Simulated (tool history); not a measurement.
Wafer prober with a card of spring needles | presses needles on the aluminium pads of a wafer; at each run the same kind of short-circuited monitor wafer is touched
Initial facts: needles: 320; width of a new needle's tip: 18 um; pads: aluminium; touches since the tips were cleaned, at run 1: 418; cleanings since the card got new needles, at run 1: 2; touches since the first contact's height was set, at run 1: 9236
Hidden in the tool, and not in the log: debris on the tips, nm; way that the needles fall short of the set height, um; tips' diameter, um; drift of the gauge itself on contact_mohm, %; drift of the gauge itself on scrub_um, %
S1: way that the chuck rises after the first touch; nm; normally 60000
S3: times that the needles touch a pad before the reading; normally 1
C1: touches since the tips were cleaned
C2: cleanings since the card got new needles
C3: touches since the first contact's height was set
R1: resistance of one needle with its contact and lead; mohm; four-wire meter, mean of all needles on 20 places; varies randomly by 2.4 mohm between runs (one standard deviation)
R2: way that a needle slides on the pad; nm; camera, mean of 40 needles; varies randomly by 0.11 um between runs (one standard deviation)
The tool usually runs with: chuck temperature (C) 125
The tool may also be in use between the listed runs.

Run 1, day 0: usual settings; C1 418; C2 2; C3 9236. Result: R1 289 mohm, R2 15620 nm.
At day 0.892: tips cleaned on abrasive film.
Run 2, day 1.438: usual settings but chuck temperature (C) 50; C1 2629; C2 3; C3 16162. Result: R1 306 mohm, R2 15440 nm.
At day 1.842: tips cleaned on abrasive film.
At day 2.762: tips cleaned on abrasive film.
Run 3, day 3.121: usual settings but chuck temperature (C) 50; C1 1740; C2 5; C3 24268. Result: R1 289 mohm, R2 15440 nm.
At day 3.712: tips cleaned on abrasive film.
Run 4, day 4.267: usual settings; C1 2673; C2 6; C3 29773. Result: R1 320 mohm, R2 15610 nm.
At day 4.688: tips cleaned on abrasive film.
Run 5, day 5.308: usual settings; C1 2992; C2 7; C3 34787. Result: R1 322 mohm, R2 15560 nm.
At day 5.671: tips cleaned on abrasive film.
At day 6.638: tips cleaned on abrasive film.
Run 6, day 6.704: usual settings; C1 329; C2 9; C3 41501. Result: R1 283 mohm, R2 15610 nm.
Run 7, day 7.471: usual settings; C1 4033; C2 9; C3 45205. Result: R1 333 mohm, R2 15580 nm.
At day 7.562: tips cleaned on abrasive film.
At day 8.454: tips cleaned on abrasive film.
Run 8, day 8.471: usual settings; C1 73; C2 11; C3 49987. Result: R1 281 mohm, R2 15600 nm.
At day 9.371: tips cleaned on abrasive film.
Run 9, day 9.625: usual settings; C1 1230; C2 12; C3 55555. Result: R1 298 mohm, R2 15500 nm.
At day 10.388: tips cleaned on abrasive film.
Run 10, day 10.517: usual settings; C1 618; C2 13; C3 59837. Result: R1 290 mohm, R2 15440 nm.
At day 11.329: tips cleaned on abrasive film.
Run 11, day 11.871: usual settings but S3 2; C1 2617; C2 14; C3 66373. Result: R1 299 mohm, R2 15570 nm.
At day 12.25: tips cleaned on abrasive film.
At day 13.208: tips cleaned on abrasive film.
Run 12, day 13.558: usual settings but S3 2; C1 1677; C2 16; C3 74471. Result: R1 296 mohm, R2 15510 nm.
At day 14.158: tips cleaned on abrasive film.
Run 13, day 14.329: usual settings but S3 2; C1 836; C2 17; C3 78188. Result: R1 283 mohm, R2 15420 nm.
At day 15.175: tips cleaned on abrasive film.
Run 14, day 15.279: usual settings but chuck temperature (C) 113, S3 2; C1 513; C2 18; C3 82760. Result: R1 278 mohm, R2 15480 nm.
At day 16.067: tips cleaned on abrasive film.
Run 15, day 16.742: usual settings but S1 42000 nm, chuck temperature (C) 99; C1 3268; C2 19; C3 89809. Result: R1 380 mohm, R2 10650 nm.
At day 16.967: tips cleaned on abrasive film.
Run 16, day 17.729: usual settings but S1 77000 nm, chuck temperature (C) 79, S3 2; C1 3687; C2 20; C3 94558. Result: R1 278 mohm, R2 19550 nm.
At day 17.875: tips cleaned on abrasive film.
At day 17.888: height of the first contact set anew.
At day 18.833: tips cleaned on abrasive film.
Run 17, day 19.054: usual settings but S1 50000 nm, chuck temperature (C) 57; C1 1065; C2 22; C3 5613. Result: R1 298 mohm, R2 12430 nm.
At day 19.808: tips cleaned on abrasive film.
Run 18, day 20.638: usual settings but S1 50000 nm, chuck temperature (C) 57; C1 4016; C2 23; C3 13252. Result: R1 357 mohm, R2 12610 nm.
At day 20.792: tips cleaned on abrasive film.
At day 21.7: tips cleaned on abrasive film.
Run 19, day 21.888: usual settings but S1 50000 nm, chuck temperature (C) 84, S3 3; C1 899; C2 25; C3 19244. Result: R1 276 mohm, R2 12510 nm.
At day 22.658: tips cleaned on abrasive film.
Run 20, day 23.204: usual settings but S1 65000 nm, chuck temperature (C) 103, S3 2; C1 2645; C2 26; C3 25601. Result: R1 294 mohm, R2 16270 nm.
At day 23.429: height of the first contact set anew, once more.
At day 23.562: tips cleaned on abrasive film.
Run 21, day 24.333: usual settings but chuck temperature (C) 29, S3 2; C1 3726; C2 27; C3 4344. Result: R1 288 mohm, R2 15900 nm.
At day 24.462: tips cleaned on abrasive film.
At day 25.383: tips cleaned on abrasive film.
Run 22, day 25.775: usual settings; C1 1883; C2 29; C3 11277. Result: R1 312 mohm, R2 15530 nm.
At day 26.383: tips cleaned on abrasive film.
Run 23, day 27.154: usual settings; C1 3719; C2 30; C3 17919. Result: R1 335 mohm, R2 15470 nm.
At day 27.392: tips cleaned on abrasive film.
At day 28.371: tips cleaned on abrasive film.
Run 24, day 28.446: usual settings; C1 346; C2 32; C3 24116. Result: R1 291 mohm, R2 15710 nm.
At day 29.262: tips cleaned on abrasive film.
Run 25, day 29.55: usual settings but chuck temperature (C) 29; C1 1378; C2 33; C3 29435. Result: R1 288 mohm, R2 15560 nm.
At day 30.196: tips cleaned on abrasive film.
Run 26, day 30.504: usual settings but chuck temperature (C) 64; C1 1501; C2 34; C3 34042. Result: R1 287 mohm, R2 15550 nm.

Below are 3 alternative next runs, each starting from the tool's condition after run 26. Predict each:
At day 31.083: tips cleaned on abrasive film.
Run A, day 31.721: usual settings but S1 51000 nm, chuck temperature (C) 29, S3 2; C1 3076; C2 35; C3 39887. Result: R1 ?, R2 ?.
At day 31.083: tips cleaned on abrasive film.
Run B, day 31.721: usual settings but S3 3; C1 3076; C2 35; C3 39887. Result: R1 ?, R2 ?.
At day 31.083: tips cleaned on abrasive film.
Run C, day 31.721: usual settings but chuck temperature (C) 60, S3 2; C1 3076; C2 35; C3 39887. Result: R1 ?, R2 ?.

run   R1     R2
  A  298  13120
  B  295  15490
  C  287  15500
Take away the tool's hidden state, keep each run's random variation, and the runs would have read:
run   R1     R2
  A  249  13250
  B  275  15620
  C  252  15630

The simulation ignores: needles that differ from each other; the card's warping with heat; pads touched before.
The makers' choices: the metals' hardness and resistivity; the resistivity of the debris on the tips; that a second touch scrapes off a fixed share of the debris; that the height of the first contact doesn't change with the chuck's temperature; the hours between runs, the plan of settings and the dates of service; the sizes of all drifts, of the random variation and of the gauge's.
